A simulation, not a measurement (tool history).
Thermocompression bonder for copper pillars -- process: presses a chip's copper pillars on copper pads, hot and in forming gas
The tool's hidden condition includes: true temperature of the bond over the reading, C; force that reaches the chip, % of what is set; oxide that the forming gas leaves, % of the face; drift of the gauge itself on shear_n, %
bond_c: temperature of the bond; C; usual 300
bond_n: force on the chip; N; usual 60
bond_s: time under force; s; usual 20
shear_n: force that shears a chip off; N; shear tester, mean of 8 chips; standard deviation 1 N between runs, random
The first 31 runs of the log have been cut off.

run   hour  bond_c  bond_n  bond_s  hours of work since the heater was calibrated  hours of work since the force cell was calibrated  hours of work since the gas filter was changed  shear_n
 32  249.3     288      45      14                                            209                                                777                                              72     50.5
 33  256.8     288      45      14                                            214                                                782                                              77     51.7
 34  262.1     325      66      14                                            218                                                786                                              80     93.3
 35  270.3     284      78      20                                            223                                                791                                              85     88.4
 36  276.2     300      43      11                                            227                                                795                                              89     48.8
 37  282.0     310      58      25                                            230                                                798                                              93     87.7
 38  289.1     316      85      46                                            235                                                803                                              98    117.1
 39  295.7     302      60      39                                            239                                                807                                             102     95.5

Below are 4 alternative next runs, each starting from the tool's condition after run 39. Predict each:
  A  306.4     302      60      27                                            246                                                814                                             109        ?
  B  306.4     279      47      21                                            246                                                814                                             109        ?
  C  306.4     300      76      20                                            246                                                814                                             109        ?
  D  306.4     302      60      38                                            246                                                814                                             109        ?

run  shear_n
  A     86.6
  B     54.2
  C     92.7
  D     97.0
The same runs, with their run-to-run variation unchanged, on a tool lacking any hidden condition would have given:
run  shear_n
  A     96.3
  B     60.8
  C    102.9
  D    107.5

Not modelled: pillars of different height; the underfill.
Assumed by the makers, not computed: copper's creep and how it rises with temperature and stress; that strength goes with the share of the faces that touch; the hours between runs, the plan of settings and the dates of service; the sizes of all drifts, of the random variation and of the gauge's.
